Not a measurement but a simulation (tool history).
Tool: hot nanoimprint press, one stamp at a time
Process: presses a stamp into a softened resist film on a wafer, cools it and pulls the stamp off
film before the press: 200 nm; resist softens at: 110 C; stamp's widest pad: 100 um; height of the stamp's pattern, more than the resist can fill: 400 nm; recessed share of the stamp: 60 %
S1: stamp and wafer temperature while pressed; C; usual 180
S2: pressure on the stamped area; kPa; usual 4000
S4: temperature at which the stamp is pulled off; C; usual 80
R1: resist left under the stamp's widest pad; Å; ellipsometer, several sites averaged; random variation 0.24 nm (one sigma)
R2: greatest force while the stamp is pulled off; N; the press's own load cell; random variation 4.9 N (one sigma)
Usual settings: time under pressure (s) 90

Run 1, day 0: usual settings. Result: R1 782 Å, R2 242 N.
Run 2, day 0.654: usual settings. Result: R1 784 Å, R2 245 N.
Run 3, day 0.979: usual settings. Result: R1 786 Å, R2 244 N.
Run 4, day 1.354: usual settings. Result: R1 787 Å, R2 244 N.
Run 5, day 1.854: usual settings. Result: R1 785 Å, R2 232 N.
Run 6, day 2.367: usual settings. Result: R1 785 Å, R2 233 N.
Run 7, day 2.792: usual settings but time under pressure (s) 155. Result: R1 633 Å, R2 239 N.
Run 8, day 3.425: usual settings but time under pressure (s) 155. Result: R1 634 Å, R2 238 N.
Run 9, day 3.704: usual settings but S1 178 C. Result: R1 845 Å, R2 244 N.
Run 10, day 4.246: usual settings but S1 178 C. Result: R1 852 Å, R2 234 N.
Run 11, day 4.683: usual settings but S4 67 C. Result: R1 786 Å, R2 320 N.
Run 12, day 4.971: usual settings but S4 67 C. Result: R1 786 Å, R2 310 N.
Run 13, day 5.621: usual settings but S4 67 C. Result: R1 784 Å, R2 324 N.
Run 14, day 5.912: usual settings but S4 67 C. Result: R1 786 Å, R2 321 N.
Run 15, day 6.271: usual settings but S4 67 C. Result: R1 782 Å, R2 310 N.
Run 16, day 6.896: usual settings but S2 3550 kPa, S4 67 C. Result: R1 835 Å, R2 335 N.
Run 17, day 7.25: usual settings but S2 3260 kPa, time under pressure (s) 158. Result: R1 704 Å, R2 245 N.
At day 7.767: plate thermocouple calibrated.
Run 18, day 7.846: usual settings but S1 191 C, S2 5740 kPa, time under pressure (s) 58, S4 86 C. Result: R1 515 Å, R2 210 N.
Run 19, day 8.167: usual settings but S1 191 C, S2 5740 kPa, time under pressure (s) 58, S4 86 C. Result: R1 513 Å, R2 205 N.
Run 20, day 8.658: usual settings but S1 191 C, S2 5740 kPa, time under pressure (s) 58, S4 86 C. Result: R1 510 Å, R2 204 N.
Run 21, day 9.029: usual settings but S2 4860 kPa, S4 76 C. Result: R1 712 Å, R2 264 N.
Run 22, day 9.392: usual settings but S1 191 C, time under pressure (s) 129, S4 81 C. Result: R1 452 Å, R2 240 N.
Run 23, day 9.717: usual settings but time under pressure (s) 169, S4 69 C. Result: R1 618 Å, R2 324 N.
Run 24, day 10.171: usual settings but S1 174 C, S4 69 C. Result: R1 987 Å, R2 319 N.
Run 25, day 10.604: usual settings but S1 186 C, S2 3780 kPa, time under pressure (s) 122, S4 81 C. Result: R1 576 Å, R2 238 N.
Run 26, day 11.1: usual settings but S2 2630 kPa, time under pressure (s) 48. Result: R1 1188 Å, R2 247 N.
Run 27, day 11.425: usual settings but S2 3060 kPa, time under pressure (s) 169. Result: R1 708 Å, R2 245 N.
Run 28, day 11.862: usual settings but S2 5050 kPa, S4 79 C. Result: R1 692 Å, R2 243 N.
At day 12.642: stamp cleaned and given a new release coat.
Run 29, day 12.721: usual settings but S2 5050 kPa, time under pressure (s) 98, S4 79 C. Result: R1 672 Å, R2 248 N.
Run 30, day 13.025: usual settings but S2 5050 kPa, time under pressure (s) 98, S4 79 C. Result: R1 666 Å, R2 240 N.

Forecast each of these 4 alternatives for the next run:
Run A, day 13.462: usual settings but S1 170 C, time under pressure (s) 174, S4 88 C. Result: R1 ?, R2 ?.
Run B, day 13.462: usual settings but S1 174 C, S2 5500 kPa, time under pressure (s) 52. Result: R1 ?, R2 ?.
Run C, day 13.462: usual settings but S1 173 C, S2 3820 kPa, S4 77 C. Result: R1 ?, R2 ?.
Run D, day 13.462: usual settings but S1 176 C, S2 3060 kPa, time under pressure (s) 127, S4 79 C. Result: R1 ?, R2 ?.

run    R1   R2
  A   930  197
  B  1030  240
  C  1049  252
  D   926  247
Without the tool's hidden state the same runs would have given:
run    R1   R2
  A   930  197
  B  1030  240
  C  1049  252
  D   926  247

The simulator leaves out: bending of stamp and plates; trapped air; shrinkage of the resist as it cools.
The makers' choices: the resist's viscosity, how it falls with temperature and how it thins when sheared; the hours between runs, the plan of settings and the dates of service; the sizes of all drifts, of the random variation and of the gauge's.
